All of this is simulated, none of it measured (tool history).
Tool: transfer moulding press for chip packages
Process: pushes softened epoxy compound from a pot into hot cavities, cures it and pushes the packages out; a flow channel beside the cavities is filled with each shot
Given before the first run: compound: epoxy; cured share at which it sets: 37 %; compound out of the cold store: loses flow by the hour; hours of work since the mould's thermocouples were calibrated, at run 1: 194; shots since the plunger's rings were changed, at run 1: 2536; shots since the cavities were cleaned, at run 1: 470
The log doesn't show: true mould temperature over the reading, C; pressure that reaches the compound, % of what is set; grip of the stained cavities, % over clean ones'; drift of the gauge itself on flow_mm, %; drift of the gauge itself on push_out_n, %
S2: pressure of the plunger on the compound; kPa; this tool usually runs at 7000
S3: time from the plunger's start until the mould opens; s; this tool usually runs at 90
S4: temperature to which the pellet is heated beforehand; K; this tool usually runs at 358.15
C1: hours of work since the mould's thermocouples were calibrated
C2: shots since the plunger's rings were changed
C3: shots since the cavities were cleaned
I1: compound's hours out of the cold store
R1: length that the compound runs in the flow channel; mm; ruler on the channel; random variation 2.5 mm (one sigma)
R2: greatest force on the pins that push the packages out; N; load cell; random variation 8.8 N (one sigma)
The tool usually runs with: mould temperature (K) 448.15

Run 1, day 0: usual settings; C1 194; C2 2536; C3 470; I1 24.1. Result: R1 554 mm, R2 669 N.
At day 0.192: cavities cleaned with cleaning compound and waxed.
Run 2, day 0.45: usual settings; C1 199; C2 2629; C3 62; I1 37.6. Result: R1 533 mm, R2 419 N.
Run 3, day 0.85: usual settings; C1 204; C2 2723; C3 156; I1 45.1. Result: R1 520 mm, R2 492 N.
Run 4, day 1.067: usual settings; C1 207; C2 2775; C3 208; I1 14.4. Result: R1 567 mm, R2 554 N.
Run 5, day 1.354: usual settings; C1 211; C2 2844; C3 277; I1 23.6. Result: R1 554 mm, R2 572 N.
Run 6, day 1.692: usual settings; C1 215; C2 2925; C3 358; I1 28.8. Result: R1 550 mm, R2 599 N.
Run 7, day 2.021: usual settings; C1 219; C2 3003; C3 436; I1 15.2. Result: R1 568 mm, R2 647 N.
Run 8, day 2.258: usual settings; C1 222; C2 3059; C3 492; I1 24.2. Result: R1 548 mm, R2 659 N.
At day 2.383: cavities cleaned with cleaning compound and waxed.
Run 9, day 2.629: usual settings; C1 226; C2 3133; C3 59; I1 18.3. Result: R1 558 mm, R2 480 N.
Run 10, day 2.912: usual settings; C1 230; C2 3200; C3 126; I1 13.4. Result: R1 566 mm, R2 496 N.
Run 11, day 3.283: usual settings but S2 6580 kPa; C1 235; C2 3288; C3 214; I1 34.6. Result: R1 518 mm, R2 554 N.
Run 12, day 3.688: usual settings but S2 6580 kPa; C1 240; C2 3385; C3 311; I1 30.7. Result: R1 525 mm, R2 576 N.
Run 13, day 3.962: usual settings but S2 7480 kPa; C1 243; C2 3450; C3 376; I1 41.6. Result: R1 539 mm, R2 624 N.
Run 14, day 4.162: usual settings; C1 246; C2 3498; C3 424; I1 31.8. Result: R1 540 mm, R2 647 N.
Run 15, day 4.396: usual settings but S3 91 s, S4 352.15 K; C1 249; C2 3553; C3 479; I1 13.8. Result: R1 567 mm, R2 674 N.
At day 4.55: cavities cleaned with cleaning compound and waxed.
Run 16, day 4.788: usual settings but mould temperature (K) 443.15, S2 6840 kPa, S3 97 s, S4 352.15 K; C1 253; C2 3632; C3 57; I1 22.5. Result: R1 561 mm, R2 532 N.
Run 17, day 5.075: usual settings but mould temperature (K) 447.15, S2 5250 kPa, S3 126 s, S4 365.15 K; C1 257; C2 3701; C3 126; I1 39.7. Result: R1 458 mm, R2 403 N.
Run 18, day 5.517: usual settings but S2 8120 kPa, S3 91 s, S4 365.15 K; C1 262; C2 3806; C3 231; I1 20.9. Result: R1 597 mm, R2 544 N.
Run 19, day 5.796: usual settings but mould temperature (K) 455.15, S2 5290 kPa, S3 93 s, S4 359.15 K; C1 266; C2 3872; C3 297; I1 16.9. Result: R1 471 mm, R2 473 N.
Run 20, day 6.121: usual settings but mould temperature (K) 455.15, S2 5290 kPa, S3 93 s, S4 359.15 K; C1 270; C2 3950; C3 375; I1 32.1. Result: R1 454 mm, R2 510 N.
Run 21, day 6.408: usual settings but mould temperature (K) 451.15, S2 7340 kPa, S3 71 s, S4 363.15 K; C1 274; C2 4018; C3 443; I1 32.1. Result: R1 541 mm, R2 828 N.
At day 6.742: cavities cleaned with cleaning compound and waxed.
Run 22, day 6.775: usual settings but mould temperature (K) 451.15, S2 7340 kPa, S3 71 s, S4 363.15 K; C1 278; C2 4091; C3 8; I1 8.6. Result: R1 574 mm, R2 571 N.
Run 23, day 6.958: usual settings but S3 110 s; C1 280; C2 4134; C3 51; I1 45.2. Result: R1 515 mm, R2 358 N.
Run 24, day 7.338: usual settings but mould temperature (K) 452.15; C1 285; C2 4225; C3 142; I1 30.8. Result: R1 527 mm, R2 432 N.
Run 25, day 7.638: usual settings but mould temperature (K) 452.15; C1 289; C2 4297; C3 214; I1 29.2. Result: R1 526 mm, R2 468 N.
Run 26, day 7.921: usual settings but mould temperature (K) 452.15; C1 292; C2 4364; C3 281; I1 34.9. Result: R1 519 mm, R2 507 N.
Run 27, day 8.358: usual settings but S2 6480 kPa, S3 75 s; C1 298; C2 4469; C3 386; I1 14.7. Result: R1 533 mm, R2 937 N.
Run 28, day 8.725: usual settings but S2 6480 kPa, S3 75 s; C1 302; C2 4556; C3 473; I1 14.7. Result: R1 539 mm, R2 974 N.

3 options for the next run, each taken on its own from the tool as it stands now. Forecast them:
At day 8.908: cavities cleaned with cleaning compound and waxed.
Run A, day 9.171: usual settings but mould temperature (K) 453.15, S2 7650 kPa, S3 75 s; C1 307; C2 4647; C3 63; I1 23. Result: R1 ?, R2 ?.
At day 8.908: cavities cleaned with cleaning compound and waxed.
Run B, day 9.171: usual settings but mould temperature (K) 452.15, S2 8140 kPa, S3 75 s, S4 355.15 K; C1 307; C2 4647; C3 63; I1 11.8. Result: R1 ?, R2 ?.
At day 8.908: cavities cleaned with cleaning compound and waxed.
Run C, day 9.171: usual settings but S2 6480 kPa, S3 71 s, S4 360.15 K; C1 307; C2 4647; C3 63; I1 45.4. Result: R1 ?, R2 ?.

run   R1   R2
  A  556  503
  B  594  507
  C  493  719
With the hidden condition removed and each run's random variation left untouched, the same runs would have given:
run   R1   R2
  A  587  437
  B  628  439
  C  521  619

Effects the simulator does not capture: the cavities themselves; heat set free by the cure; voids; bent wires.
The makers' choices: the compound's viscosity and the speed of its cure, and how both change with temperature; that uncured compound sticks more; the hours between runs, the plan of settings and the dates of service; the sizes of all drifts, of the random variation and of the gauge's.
